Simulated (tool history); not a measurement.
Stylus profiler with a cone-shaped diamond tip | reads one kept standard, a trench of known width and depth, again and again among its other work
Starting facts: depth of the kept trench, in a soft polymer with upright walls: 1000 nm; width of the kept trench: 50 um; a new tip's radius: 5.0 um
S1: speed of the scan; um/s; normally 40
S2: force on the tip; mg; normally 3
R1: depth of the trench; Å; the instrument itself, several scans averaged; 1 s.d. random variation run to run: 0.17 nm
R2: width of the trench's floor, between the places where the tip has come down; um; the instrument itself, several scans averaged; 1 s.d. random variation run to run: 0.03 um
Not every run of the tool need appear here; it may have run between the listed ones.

run 1 hour=0 | S1=40 S2=3 | R1=10185.6 R2=43
run 2 hour=17.7 | S1=40 S2=3 | R1=10186.9 R2=42.92
run 3 hour=36.6 | S1=40 S2=3.62 | R1=10209.7 R2=42.87
run 4 hour=70 | S1=58 S2=3.62 | R1=10211.6 R2=42.65
run 5 hour=96.3 | S1=40 S2=1.14 | R1=10097.3 R2=42.52
run 6 hour=125.7 | S1=40 S2=1.14 | R1=10101.9 R2=42.42
run 7 hour=162.9 | S1=40 S2=1.14 | R1=10103.3 R2=42.33
run 8 hour=190.9 | S1=40 S2=1.14 | R1=10100.1 R2=42.2
run 9 hour=225.2 | S1=40 S2=1.14 | R1=10103.1 R2=42.09
run 10 hour=265.1 | S1=40 S2=1.14 | R1=10101.1 R2=41.96
run 11 hour=283.1 | S1=40 S2=1.14 | R1=10101.2 R2=41.93
run 12 hour=317.2 | S1=40 S2=3 | R1=10188.7 R2=41.94
run 13 hour=342.4 | S1=40 S2=3 | R1=10189.8 R2=41.84
run 14 hour=366.6 | S1=27 S2=3 | R1=10185.8 R2=41.84
run 15 hour=383.9 | S1=40 S2=4.07 | R1=10232.2 R2=41.78
run 16 hour=422.9 | S1=40 S2=4.07 | R1=10235.6 R2=41.63
run 17 hour=457.1 | S1=40 S2=3 | R1=10192.2 R2=41.53
run 18 hour=486.1 | S1=40 S2=3 | R1=10191.2 R2=41.42
run 19 hour=511.3 | S1=40 S2=3 | R1=10190.3 R2=41.33
run 20 hour=531.2 | S1=79 S2=2.27 | R1=10161.7 R2=41
run 21 hour=554.9 | S1=79 S2=2.27 | R1=10164.5 R2=40.94
run 22 hour=573.1 | S1=16 S2=1.51 | R1=10125.3 R2=41.3
run 23 hour=602.4 | S1=79 S2=5.19 | R1=10271.9 R2=40.95
run 24 hour=629.8 | S1=97 S2=1.74 | R1=10139.7 R2=40.57
run 25 hour=664 | S1=40 S2=2.37 | R1=10167.9 R2=40.87
run 26 hour=699.5 | S1=40 S2=2.37 | R1=10169.5 R2=40.79
run 27 hour=718.7 | S1=91 S2=1.83 | R1=10140.8 R2=40.34
run 28 hour=735.6 | S1=91 S2=1.83 | R1=10143.8 R2=40.37
run 29 hour=758.2 | S1=77 S2=1.74 | R1=10140 R2=40.34
run 30 hour=775.7 | S1=57 S2=1.66 | R1=10136.8 R2=40.46
run 31 hour=798.2 | S1=148 S2=4.24 | R1=10242.3 R2=40.07
run 32 hour=831.2 | S1=148 S2=4.24 | R1=10243.3 R2=39.99
run 33 hour=868.9 | S1=71 S2=2.28 | R1=10165.8 R2=40.19
run 34 hour=886.6 | S1=49 S2=3 | R1=10193.9 R2=40.29
run 35 hour=916.2 | S1=49 S2=3 | R1=10198.4 R2=40.21
run 36 hour=947 | S1=49 S2=3 | R1=10198.2 R2=40.13
run 37 hour=977.7 | S1=20 S2=4.96 | R1=10269.5 R2=40.21

Subtracting, for every run, the result it would have given without the tool's unlogged condition from the measured result gives the following. The same run-to-run variation enters both numbers; the gauge's scatter may not:
The tool's hidden condition here consists of: radius of the tip, um; height scale over the true one, %; drift of the gauge itself on depth_nm, %; drift of the gauge itself on floor_um, %.
run=1 R1=+3.6 R2=-0.79
run=2 R1=+3.9 R2=-0.87
run=3 R1=+4 R2=-0.93
run=4 R1=+4.5 R2=-1.06
run=5 R1=+4.8 R2=-1.14
run=6 R1=+5.2 R2=-1.23
run=7 R1=+5.7 R2=-1.35
run=8 R1=+6 R2=-1.45
run=9 R1=+6.6 R2=-1.56
run=10 R1=+7.1 R2=-1.68
run=11 R1=+7.3 R2=-1.74
run=12 R1=+7.9 R2=-1.85
run=13 R1=+8.2 R2=-1.94
run=14 R1=+8.5 R2=-2.01
run=15 R1=+8.8 R2=-2.06
run=16 R1=+9.4 R2=-2.17
run=17 R1=+9.8 R2=-2.27
run=18 R1=+10.3 R2=-2.36
run=19 R1=+10.6 R2=-2.43
run=20 R1=+10.9 R2=-2.49
run=21 R1=+11.2 R2=-2.56
run=22 R1=+11.4 R2=-2.61
run=23 R1=+12 R2=-2.7
run=24 R1=+12.2 R2=-2.77
run=25 R1=+12.7 R2=-2.87
run=26 R1=+13.2 R2=-2.97
run=27 R1=+13.5 R2=-3.01
run=28 R1=+13.6 R2=-3.06
run=29 R1=+14 R2=-3.12
run=30 R1=+14.3 R2=-3.17
run=31 R1=+14.7 R2=-3.24
run=32 R1=+15.1 R2=-3.32
run=33 R1=+15.6 R2=-3.42
run=34 R1=+15.8 R2=-3.46
run=35 R1=+16.2 R2=-3.54
run=36 R1=+16.7 R2=-3.63
run=37 R1=+17.2 R2=-3.71

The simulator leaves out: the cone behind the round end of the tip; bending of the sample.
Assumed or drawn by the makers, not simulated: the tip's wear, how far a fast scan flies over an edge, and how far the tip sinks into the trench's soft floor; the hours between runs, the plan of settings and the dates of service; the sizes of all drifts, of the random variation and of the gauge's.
